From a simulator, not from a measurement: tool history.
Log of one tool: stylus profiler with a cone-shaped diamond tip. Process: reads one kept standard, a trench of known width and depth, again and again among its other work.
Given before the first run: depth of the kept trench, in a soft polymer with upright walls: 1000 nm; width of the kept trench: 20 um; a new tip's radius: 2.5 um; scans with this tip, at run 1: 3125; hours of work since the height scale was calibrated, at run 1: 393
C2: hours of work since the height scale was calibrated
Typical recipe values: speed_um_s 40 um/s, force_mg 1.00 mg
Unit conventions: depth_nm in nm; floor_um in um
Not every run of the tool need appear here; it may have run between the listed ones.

{"run": 1, "hour": 0.0, "speed_um_s": 40, "force_mg": 1.0, "scans with this tip": 3125, "C2": 393, "depth_nm": 1005.8, "floor_um": 15.05}
{"run": 2, "hour": 12.4, "speed_um_s": 40, "force_mg": 1.0, "scans with this tip": 3183, "C2": 400, "depth_nm": 1005.44, "floor_um": 15.0}
{"run": 3, "hour": 23.8, "speed_um_s": 40, "force_mg": 1.0, "scans with this tip": 3237, "C2": 407, "depth_nm": 1005.39, "floor_um": 14.94}
{"run": 4, "hour": 44.2, "speed_um_s": 39, "force_mg": 1.0, "scans with this tip": 3332, "C2": 419, "depth_nm": 1005.29, "floor_um": 14.96}
{"run": 5, "hour": 56.9, "speed_um_s": 40, "force_mg": 1.0, "scans with this tip": 3392, "C2": 427, "depth_nm": 1005.36, "floor_um": 14.93}
{"run": 6, "hour": 68.0, "speed_um_s": 40, "force_mg": 1.0, "scans with this tip": 3444, "C2": 433, "depth_nm": 1005.47, "floor_um": 14.91}
{"run": 7, "hour": 80.3, "speed_um_s": 141, "force_mg": 1.0, "scans with this tip": 3502, "C2": 440, "depth_nm": 1005.16, "floor_um": 14.33}
{"run": 8, "hour": 94.4, "speed_um_s": 141, "force_mg": 1.0, "scans with this tip": 3568, "C2": 449, "depth_nm": 1004.94, "floor_um": 14.31}
{"run": 9, "hour": 117.2, "speed_um_s": 141, "force_mg": 1.0, "scans with this tip": 3675, "C2": 462, "depth_nm": 1004.92, "floor_um": 14.3}
{"run": 10, "hour": 129.6, "speed_um_s": 141, "force_mg": 1.0, "scans with this tip": 3734, "C2": 469, "depth_nm": 1005.58, "floor_um": 14.22}
{"run": 11, "hour": 142.0, "speed_um_s": 63, "force_mg": 1.0, "scans with this tip": 3792, "C2": 477, "depth_nm": 1004.85, "floor_um": 14.73}
{"run": 12, "hour": 157.8, "speed_um_s": 94, "force_mg": 0.39, "scans with this tip": 3866, "C2": 486, "depth_nm": 1001.48, "floor_um": 14.2}
{"run": 13, "hour": 178.4, "speed_um_s": 94, "force_mg": 0.87, "scans with this tip": 3963, "C2": 498, "depth_nm": 1004.7, "floor_um": 14.43}
{"run": 14, "hour": 195.7, "speed_um_s": 144, "force_mg": 0.63, "scans with this tip": 4044, "C2": 509, "depth_nm": 1003.08, "floor_um": 13.98}
{"run": 15, "hour": 218.7, "speed_um_s": 101, "force_mg": 0.35, "scans with this tip": 4153, "C2": 522, "depth_nm": 1001.7, "floor_um": 13.98}
{"run": 16, "hour": 231.4, "speed_um_s": 14, "force_mg": 0.75, "scans with this tip": 4212, "C2": 530, "depth_nm": 1003.72, "floor_um": 14.87}
{"run": 17, "hour": 244.8, "speed_um_s": 37, "force_mg": 0.82, "scans with this tip": 4275, "C2": 538, "depth_nm": 1004.88, "floor_um": 14.73}
{"run": 18, "hour": 256.9, "speed_um_s": 148, "force_mg": 0.42, "scans with this tip": 4332, "C2": 545, "depth_nm": 1001.64, "floor_um": 13.62}
{"run": 19, "hour": 273.1, "speed_um_s": 83, "force_mg": 1.0, "scans with this tip": 4408, "C2": 554, "depth_nm": 1004.88, "floor_um": 14.41}
{"run": 20, "hour": 289.4, "speed_um_s": 19, "force_mg": 1.24, "scans with this tip": 4485, "C2": 564, "depth_nm": 1005.74, "floor_um": 14.77}
{"run": 21, "hour": 302.0, "speed_um_s": 14, "force_mg": 1.34, "scans with this tip": 4544, "C2": 571, "depth_nm": 1006.28, "floor_um": 14.85}
{"run": 22, "hour": 316.0, "speed_um_s": 14, "force_mg": 1.34, "scans with this tip": 4610, "C2": 580, "depth_nm": 1005.85, "floor_um": 14.8}

3 ways to go on from here, each from the tool as it stands after run 22. What would each give?
{"run": "A", "hour": 331.8, "speed_um_s": 27, "force_mg": 2.94, "scans with this tip": 4684, "C2": 589, "depth_nm": "?", "floor_um": "?"}
{"run": "B", "hour": 331.8, "speed_um_s": 16, "force_mg": 0.66, "scans with this tip": 4684, "C2": 589, "depth_nm": "?", "floor_um": "?"}
{"run": "C", "hour": 331.8, "speed_um_s": 10, "force_mg": 0.61, "scans with this tip": 4684, "C2": 589, "depth_nm": "?", "floor_um": "?"}

run=A depth_nm=1011.61 floor_um=14.80
run=B depth_nm=1002.84 floor_um=14.79
run=C depth_nm=1002.94 floor_um=14.81
The same runs, with their run-to-run variation unchanged, on a tool lacking any hidden condition would have given:
run=A depth_nm=1013.79 floor_um=15.92
run=B depth_nm=1004.99 floor_um=15.91
run=C depth_nm=1005.09 floor_um=15.93

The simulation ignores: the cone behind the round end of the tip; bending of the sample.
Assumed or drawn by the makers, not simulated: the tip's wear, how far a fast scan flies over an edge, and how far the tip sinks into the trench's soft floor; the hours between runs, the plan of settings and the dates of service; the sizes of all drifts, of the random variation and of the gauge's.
